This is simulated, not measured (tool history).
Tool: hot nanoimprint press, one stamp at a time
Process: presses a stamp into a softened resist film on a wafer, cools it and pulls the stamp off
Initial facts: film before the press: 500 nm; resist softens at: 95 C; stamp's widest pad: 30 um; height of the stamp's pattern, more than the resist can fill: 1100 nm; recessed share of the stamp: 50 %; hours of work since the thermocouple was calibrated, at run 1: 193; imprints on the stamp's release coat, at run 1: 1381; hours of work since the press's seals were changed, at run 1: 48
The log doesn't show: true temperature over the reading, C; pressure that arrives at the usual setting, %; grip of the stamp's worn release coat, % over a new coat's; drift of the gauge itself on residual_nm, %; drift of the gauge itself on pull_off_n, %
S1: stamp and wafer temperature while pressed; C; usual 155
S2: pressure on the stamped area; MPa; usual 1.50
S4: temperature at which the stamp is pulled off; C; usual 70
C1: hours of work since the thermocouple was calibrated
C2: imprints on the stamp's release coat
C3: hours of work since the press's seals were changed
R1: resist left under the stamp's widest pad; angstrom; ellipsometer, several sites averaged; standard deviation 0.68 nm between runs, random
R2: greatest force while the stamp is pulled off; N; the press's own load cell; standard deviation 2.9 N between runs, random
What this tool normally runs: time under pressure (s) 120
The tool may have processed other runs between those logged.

run 1 hour=0.0 | S1=155 S2=1.50 time_under_pressure_(s)=120 S4=70 | C1=193 C2=1381 C3=48 | R1=2409 R2=222
run 2 hour=10.8 | S1=155 S2=1.50 time_under_pressure_(s)=120 S4=70 | C1=201 C2=1426 C3=56 | R1=2404 R2=228
run 3 hour=22.5 | S1=146 S2=1.50 time_under_pressure_(s)=120 S4=70 | C1=210 C2=1475 C3=65 | R1=3452 R2=230
run 4 hour=30.0 | S1=146 S2=1.50 time_under_pressure_(s)=120 S4=70 | C1=216 C2=1507 C3=70 | R1=3474 R2=232
run 5 hour=40.6 | S1=153 S2=1.50 time_under_pressure_(s)=120 S4=70 | C1=223 C2=1551 C3=78 | R1=2605 R2=228
run 6 hour=49.1 | S1=155 S2=1.50 time_under_pressure_(s)=69 S4=70 | C1=230 C2=1587 C3=85 | R1=2830 R2=241
-- hour=57.8 stamp cleaned and given a new release coat
run 7 hour=61.2 | S1=166 S2=1.50 time_under_pressure_(s)=69 S4=70 | C1=235 C2=14 C3=89 | R1=1810 R2=169
run 8 hour=73.8 | S1=148 S2=1.50 time_under_pressure_(s)=120 S4=70 | C1=244 C2=67 C3=99 | R1=3203 R2=172
run 9 hour=79.6 | S1=148 S2=1.50 time_under_pressure_(s)=120 S4=70 | C1=248 C2=91 C3=103 | R1=3201 R2=169
run 10 hour=92.3 | S1=148 S2=1.50 time_under_pressure_(s)=120 S4=70 | C1=258 C2=144 C3=113 | R1=3193 R2=175
run 11 hour=101.2 | S1=148 S2=1.50 time_under_pressure_(s)=120 S4=70 | C1=265 C2=182 C3=120 | R1=3188 R2=178
run 12 hour=111.6 | S1=143 S2=1.50 time_under_pressure_(s)=120 S4=70 | C1=273 C2=225 C3=128 | R1=3793 R2=175
run 13 hour=122.5 | S1=144 S2=1.50 time_under_pressure_(s)=134 S4=70 | C1=281 C2=271 C3=136 | R1=3583 R2=178
run 14 hour=129.0 | S1=144 S2=1.50 time_under_pressure_(s)=134 S4=70 | C1=286 C2=298 C3=141 | R1=3585 R2=177
run 15 hour=141.9 | S1=158 S2=0.94 time_under_pressure_(s)=120 S4=70 | C1=296 C2=352 C3=150 | R1=2684 R2=182
run 16 hour=152.9 | S1=150 S2=1.41 time_under_pressure_(s)=123 S4=70 | C1=304 C2=398 C3=159 | R1=2998 R2=180
run 17 hour=159.8 | S1=150 S2=1.67 time_under_pressure_(s)=174 S4=70 | C1=309 C2=427 C3=164 | R1=2480 R2=183
run 18 hour=170.2 | S1=155 S2=2.10 time_under_pressure_(s)=120 S4=69 | C1=317 C2=471 C3=172 | R1=1971 R2=187
run 19 hour=179.1 | S1=155 S2=2.10 time_under_pressure_(s)=120 S4=69 | C1=324 C2=508 C3=179 | R1=1968 R2=192
run 20 hour=186.4 | S1=155 S2=2.10 time_under_pressure_(s)=120 S4=69 | C1=329 C2=539 C3=184 | R1=1953 R2=195
run 21 hour=196.1 | S1=149 S2=2.10 time_under_pressure_(s)=120 S4=57 | C1=337 C2=580 C3=191 | R1=2584 R2=218

What if the next run were any one of these 4? Each begins from the tool's condition after run 21:
run A hour=208.2 | S1=154 S2=2.10 time_under_pressure_(s)=120 S4=57 | C1=346 C2=630 C3=201 | R1=? R2=?
run B hour=208.2 | S1=149 S2=0.98 time_under_pressure_(s)=120 S4=57 | C1=346 C2=630 C3=201 | R1=? R2=?
run C hour=208.2 | S1=149 S2=2.10 time_under_pressure_(s)=168 S4=57 | C1=346 C2=630 C3=201 | R1=? R2=?
run D hour=208.2 | S1=149 S2=2.05 time_under_pressure_(s)=120 S4=57 | C1=346 C2=630 C3=201 | R1=? R2=?

run=A R1=2054 R2=224
run=B R1=3613 R2=217
run=C R1=2319 R2=216
run=D R1=2629 R2=220
Take away the tool's hidden state, keep each run's random variation, and the runs would have read:
run=A R1=2179 R2=197
run=B R1=3772 R2=191
run=C R1=2465 R2=190
run=D R1=2785 R2=194

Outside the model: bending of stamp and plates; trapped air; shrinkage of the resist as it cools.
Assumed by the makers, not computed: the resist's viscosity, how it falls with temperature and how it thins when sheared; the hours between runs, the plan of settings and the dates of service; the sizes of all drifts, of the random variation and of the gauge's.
